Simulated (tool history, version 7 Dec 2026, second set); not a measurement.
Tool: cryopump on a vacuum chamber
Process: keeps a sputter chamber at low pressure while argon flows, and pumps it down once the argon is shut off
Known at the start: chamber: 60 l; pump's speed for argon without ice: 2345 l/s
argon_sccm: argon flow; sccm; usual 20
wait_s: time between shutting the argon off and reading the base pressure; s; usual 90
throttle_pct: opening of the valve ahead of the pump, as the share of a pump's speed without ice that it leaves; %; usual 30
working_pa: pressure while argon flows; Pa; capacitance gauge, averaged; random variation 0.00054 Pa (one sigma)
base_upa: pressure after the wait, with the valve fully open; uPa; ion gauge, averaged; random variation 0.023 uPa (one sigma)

run 1 hour=0 | argon_sccm=20 wait_s=90 throttle_pct=30 | working_pa=0.0498 base_upa=1.39
run 2 hour=42.2 | argon_sccm=20 wait_s=90 throttle_pct=30 | working_pa=0.0497 base_upa=1.36
run 3 hour=84.4 | argon_sccm=20 wait_s=90 throttle_pct=30 | working_pa=0.05 base_upa=1.4
run 4 hour=140.5 | argon_sccm=20 wait_s=90 throttle_pct=30 | working_pa=0.0509 base_upa=1.43
run 5 hour=193.6 | argon_sccm=20 wait_s=240 throttle_pct=30 | working_pa=0.0508 base_upa=0.98
run 6 hour=237.8 | argon_sccm=20 wait_s=240 throttle_pct=30 | working_pa=0.0514 base_upa=1.08
-- hour=262 pump warmed up, emptied and cooled again
-- hour=284.5 leaking fittings of the chamber tightened, without venting
run 7 hour=310.9 | argon_sccm=20 wait_s=90 throttle_pct=24 | working_pa=0.0605 base_upa=0.81
run 8 hour=374.5 | argon_sccm=20 wait_s=90 throttle_pct=52 | working_pa=0.0289 base_upa=0.86
run 9 hour=411.4 | argon_sccm=20 wait_s=90 throttle_pct=52 | working_pa=0.0279 base_upa=0.89
run 10 hour=468.3 | argon_sccm=20 wait_s=90 throttle_pct=52 | working_pa=0.0288 base_upa=0.88
run 11 hour=524.1 | argon_sccm=20 wait_s=90 throttle_pct=31 | working_pa=0.0476 base_upa=0.89
run 12 hour=601.3 | argon_sccm=20 wait_s=90 throttle_pct=31 | working_pa=0.0483 base_upa=0.98
run 13 hour=663.4 | argon_sccm=20 wait_s=90 throttle_pct=31 | working_pa=0.0469 base_upa=0.97
run 14 hour=709.2 | argon_sccm=20 wait_s=90 throttle_pct=31 | working_pa=0.0482 base_upa=0.98
run 15 hour=750.4 | argon_sccm=20 wait_s=161 throttle_pct=31 | working_pa=0.0488 base_upa=0.7
run 16 hour=796.7 | argon_sccm=20 wait_s=161 throttle_pct=31 | working_pa=0.0492 base_upa=0.69
run 17 hour=865.4 | argon_sccm=13 wait_s=90 throttle_pct=30 | working_pa=0.0326 base_upa=1.05
-- hour=899.8 pump warmed up, emptied and cooled again
run 18 hour=946.8 | argon_sccm=13 wait_s=90 throttle_pct=30 | working_pa=0.0313 base_upa=1.07
run 19 hour=1010 | argon_sccm=20 wait_s=90 throttle_pct=21 | working_pa=0.0689 base_upa=1.04
run 20 hour=1071.5 | argon_sccm=20 wait_s=90 throttle_pct=21 | working_pa=0.0702 base_upa=1.14
run 21 hour=1119.6 | argon_sccm=38 wait_s=201 throttle_pct=53 | working_pa=0.0533 base_upa=0.78
run 22 hour=1159.4 | argon_sccm=10 wait_s=201 throttle_pct=18 | working_pa=0.0406 base_upa=0.75
run 23 hour=1203.3 | argon_sccm=12 wait_s=81 throttle_pct=32 | working_pa=0.0282 base_upa=1.18
run 24 hour=1283.9 | argon_sccm=12 wait_s=81 throttle_pct=32 | working_pa=0.0275 base_upa=1.23
run 25 hour=1328.4 | argon_sccm=36 wait_s=81 throttle_pct=51 | working_pa=0.0538 base_upa=1.24
run 26 hour=1366.8 | argon_sccm=9 wait_s=90 throttle_pct=30 | working_pa=0.0231 base_upa=1.22
run 27 hour=1433.6 | argon_sccm=12 wait_s=204 throttle_pct=35 | working_pa=0.0261 base_upa=0.91
run 28 hour=1485.5 | argon_sccm=28 wait_s=253 throttle_pct=35 | working_pa=0.0613 base_upa=0.82
-- hour=1538.1 pump warmed up, emptied and cooled again
run 29 hour=1563.3 | argon_sccm=8 wait_s=90 throttle_pct=42 | working_pa=0.0143 base_upa=1.24
run 30 hour=1631.7 | argon_sccm=38 wait_s=90 throttle_pct=52 | working_pa=0.0529 base_upa=1.27
run 31 hour=1670.3 | argon_sccm=20 wait_s=147 throttle_pct=41 | working_pa=0.0355 base_upa=1.01

Forecast run 32:
run 32 hour=1722.4 | argon_sccm=20 wait_s=147 throttle_pct=41 | working_pa=? base_upa=?

Run 32 gave working_pa 0.0364 Pa, base_upa 1.03 uPa.
Without the tool's hidden state the same run would have given working_pa 0.0353 Pa, base_upa 0.54 uPa.
